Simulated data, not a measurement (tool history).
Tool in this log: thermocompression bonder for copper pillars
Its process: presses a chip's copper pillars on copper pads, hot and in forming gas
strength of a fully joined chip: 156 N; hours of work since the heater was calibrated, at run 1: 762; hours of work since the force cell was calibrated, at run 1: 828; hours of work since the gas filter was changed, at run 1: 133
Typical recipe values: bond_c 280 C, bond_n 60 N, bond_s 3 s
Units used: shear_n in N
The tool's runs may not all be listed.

run	day	bond_c	bond_n	bond_s	hours of work since the heater was calibrated	hours of work since the force cell was calibrated	hours of work since the gas filter was changed	shear_n
1	0.000	280	60	3	762	828	133	86.6
# day 1.188: force cell calibrated
2	1.192	280	60	3	782	0	153	80.1
3	2.454	280	88	3	804	22	175	104.3
4	3.379	280	88	3	820	38	191	105.3
5	4.375	293	60	3	838	56	209	88.1
6	5.433	293	60	3	856	75	227	88.7
7	6.029	280	60	3	867	85	238	77.8
8	6.779	280	60	3	880	98	251	77.6
9	7.454	280	60	3	892	110	263	77.5
10	8.321	280	60	3	907	125	278	76.6
11	9.004	280	60	3	919	137	290	77.2
12	10.042	280	60	5	937	155	308	90.5
13	10.717	280	60	5	949	167	320	89.3
14	11.883	308	60	3	970	188	340	98.2
15	12.492	280	60	3	980	199	351	72.8
16	13.429	299	37	8	997	215	368	87.6
17	14.525	259	80	2	1016	234	387	62.9
18	15.188	259	68	3	1028	246	398	63.2
19	16.229	259	68	3	1046	264	417	64.3
20	17.608	280	78	6	1070	288	441	107.1
21	18.479	271	60	3	1085	304	456	66.4
# day 18.967: forming gas filter changed
22	19.596	282	60	3	1105	323	11	85.1
23	20.308	282	60	3	1117	335	24	84.5
24	21.446	282	60	3	1137	355	44	81.9
25	22.617	306	69	2	1158	376	64	102.9
26	23.238	287	80	2	1169	387	75	91.7
27	24.483	298	79	5	1190	409	97	126.1
28	25.517	298	79	5	1209	427	115	123.8
29	26.142	298	79	5	1220	438	126	126.2

Below are 3 alternative next runs, each starting from the tool's condition after run 29. Predict each:
A	26.921	280	70	3	1233	451	140	?
B	26.921	280	59	3	1233	451	140	?
C	26.921	253	70	6	1233	451	140	?

run	shear_n
A	88.5
B	78.6
C	82.5
Without the tool's hidden state the same runs would have given:
run	shear_n
A	96.7
B	86.4
C	91.2

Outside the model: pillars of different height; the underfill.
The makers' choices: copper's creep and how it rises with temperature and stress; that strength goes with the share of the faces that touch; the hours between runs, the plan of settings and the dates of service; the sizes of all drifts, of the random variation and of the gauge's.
